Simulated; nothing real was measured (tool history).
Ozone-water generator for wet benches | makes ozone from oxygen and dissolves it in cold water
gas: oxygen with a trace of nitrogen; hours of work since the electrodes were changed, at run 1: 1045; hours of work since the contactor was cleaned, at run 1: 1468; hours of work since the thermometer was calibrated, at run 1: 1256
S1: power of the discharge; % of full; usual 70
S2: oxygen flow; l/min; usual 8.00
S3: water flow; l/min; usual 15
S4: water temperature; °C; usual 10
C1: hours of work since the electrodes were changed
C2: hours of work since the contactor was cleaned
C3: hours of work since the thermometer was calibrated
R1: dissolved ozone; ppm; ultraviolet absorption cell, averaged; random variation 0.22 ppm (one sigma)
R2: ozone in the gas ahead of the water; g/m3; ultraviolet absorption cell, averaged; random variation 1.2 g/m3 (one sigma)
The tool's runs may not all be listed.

Run 1, hour 0.0: usual settings; C1 1045; C2 1468; C3 1256. Result: R1 30.5 ppm, R2 203.0 g/m3.
Run 2, hour 111.9: usual settings; C1 1121; C2 1544; C3 1332. Result: R1 30.3 ppm, R2 199.9 g/m3.
Run 3, hour 293.5: usual settings; C1 1244; C2 1667; C3 1455. Result: R1 29.7 ppm, R2 198.5 g/m3.
Run 4, hour 409.7: usual settings but S2 13.64 l/min; C1 1323; C2 1746; C3 1534. Result: R1 26.5 ppm, R2 144.5 g/m3.
Run 5, hour 612.1: usual settings but S4 12 °C; C1 1460; C2 1883; C3 1671. Result: R1 28.4 ppm, R2 200.2 g/m3.
Run 6, hour 770.2: usual settings but S4 12 °C; C1 1567; C2 1990; C3 1779. Result: R1 28.4 ppm, R2 196.4 g/m3.
Run 7, hour 902.9: usual settings; C1 1657; C2 2080; C3 1869. Result: R1 29.0 ppm, R2 195.0 g/m3.
Run 8, hour 1009.7: usual settings but S1 88 % of full; C1 1730; C2 2153; C3 1941. Result: R1 34.8 ppm, R2 232.2 g/m3.
Run 9, hour 1121.5: usual settings but S1 88 % of full; C1 1806; C2 2228; C3 2017. Result: R1 34.8 ppm, R2 231.9 g/m3.
Run 10, hour 1275.8: usual settings but S2 5.50 l/min; C1 1910; C2 2333; C3 2122. Result: R1 30.4 ppm, R2 244.0 g/m3.
Run 11, hour 1459.1: usual settings but S2 5.50 l/min; C1 2035; C2 2457; C3 2246. Result: R1 30.5 ppm, R2 241.3 g/m3.
At hour 1583.7: contactor cleaned.
Run 12, hour 1651.6: usual settings but S2 5.50 l/min; C1 2162; C2 46; C3 2374. Result: R1 29.1 ppm, R2 240.4 g/m3.
Run 13, hour 1761.8: usual settings but S2 5.50 l/min; C1 2237; C2 121; C3 2449. Result: R1 28.7 ppm, R2 240.1 g/m3.
Run 14, hour 1994.0: usual settings but S3 10 l/min; C1 2395; C2 278; C3 2606. Result: R1 37.2 ppm, R2 188.3 g/m3.
Run 15, hour 2218.1: usual settings but S3 10 l/min; C1 2547; C2 430; C3 2758. Result: R1 36.8 ppm, R2 187.7 g/m3.
Run 16, hour 2365.3: usual settings but S3 10 l/min; C1 2646; C2 530; C3 2858. Result: R1 36.3 ppm, R2 185.6 g/m3.
Run 17, hour 2514.0: usual settings but S3 10 l/min; C1 2747; C2 631; C3 2959. Result: R1 36.0 ppm, R2 184.9 g/m3.
Run 18, hour 2613.8: usual settings but S3 10 l/min; C1 2815; C2 699; C3 3026. Result: R1 35.9 ppm, R2 185.6 g/m3.
Run 19, hour 2766.9: usual settings but S4 13 °C; C1 2919; C2 802; C3 3130. Result: R1 24.9 ppm, R2 184.1 g/m3.
At hour 2967.8: contactor cleaned, once more.
Run 20, hour 2997.9: usual settings but S1 62 % of full, S2 9.36 l/min, S3 16 l/min, S4 9 °C; C1 3073; C2 20; C3 3284. Result: R1 23.8 ppm, R2 152.5 g/m3.
Run 21, hour 3140.0: usual settings but S1 62 % of full, S2 10.64 l/min, S3 17 l/min, S4 9 °C; C1 3169; C2 117; C3 3381. Result: R1 21.9 ppm, R2 139.9 g/m3.
Run 22, hour 3239.2: usual settings but S1 78 % of full, S4 5 °C; C1 3236; C2 184; C3 3448. Result: R1 32.5 ppm, R2 197.8 g/m3.
Run 23, hour 3337.9: usual settings but S1 78 % of full, S2 9.21 l/min, S3 17 l/min, S4 5 °C; C1 3303; C2 251; C3 3515. Result: R1 28.4 ppm, R2 177.6 g/m3.
Run 24, hour 3488.5: usual settings but S1 58 % of full, S2 11.87 l/min; C1 3406; C2 353; C3 3617. Result: R1 21.8 ppm, R2 123.9 g/m3.
Run 25, hour 3683.2: usual settings but S1 58 % of full, S2 11.87 l/min; C1 3538; C2 485; C3 3749. Result: R1 21.5 ppm, R2 122.7 g/m3.
Run 26, hour 3855.8: usual settings but S1 58 % of full, S2 11.87 l/min; C1 3655; C2 602; C3 3866. Result: R1 21.5 ppm, R2 122.2 g/m3.
Run 27, hour 4047.6: usual settings but S1 54 % of full, S2 5.75 l/min, S4 8 °C; C1 3785; C2 732; C3 3996. Result: R1 23.8 ppm, R2 179.2 g/m3.
Run 28, hour 4153.1: usual settings but S1 42 % of full, S3 9 l/min; C1 3856; C2 804; C3 4068. Result: R1 26.3 ppm, R2 123.2 g/m3.
Run 29, hour 4327.8: usual settings but S1 42 % of full, S3 9 l/min; C1 3975; C2 922; C3 4186. Result: R1 26.5 ppm, R2 121.5 g/m3.
Run 30, hour 4467.5: usual settings but S1 42 % of full, S3 9 l/min; C1 4070; C2 1017; C3 4281. Result: R1 26.3 ppm, R2 121.6 g/m3.
Run 31, hour 4651.7: usual settings but S1 48 % of full, S3 10 l/min, S4 13 °C; C1 4195; C2 1142; C3 4406. Result: R1 24.9 ppm, R2 133.5 g/m3.
Run 32, hour 4801.0: usual settings but S1 48 % of full, S3 10 l/min, S4 13 °C; C1 4296; C2 1243; C3 4507. Result: R1 25.0 ppm, R2 132.9 g/m3.

3 ways to go on from here, each from the tool as it stands after run 32. What would each give?
Run A, hour 5027.7: usual settings but S2 5.72 l/min, S4 14 °C; C1 4450; C2 1397; C3 4661. Result: R1 ?, R2 ?.
Run B, hour 5027.7: usual settings but S1 43 % of full, S2 8.84 l/min, S4 6 °C; C1 4450; C2 1397; C3 4661. Result: R1 ?, R2 ?.
Run C, hour 5027.7: usual settings but S1 48 % of full, S2 5.05 l/min, S3 10 l/min, S4 13 °C; C1 4450; C2 1397; C3 4661. Result: R1 ?, R2 ?.

run    R1     R2
  A  24.9  209.9
  B  18.9  116.1
  C  27.8  173.5
Without the tool's hidden state the same runs would have given:
run    R1     R2
  A  32.0  262.2
  B  22.4  133.7
  C  33.4  203.6

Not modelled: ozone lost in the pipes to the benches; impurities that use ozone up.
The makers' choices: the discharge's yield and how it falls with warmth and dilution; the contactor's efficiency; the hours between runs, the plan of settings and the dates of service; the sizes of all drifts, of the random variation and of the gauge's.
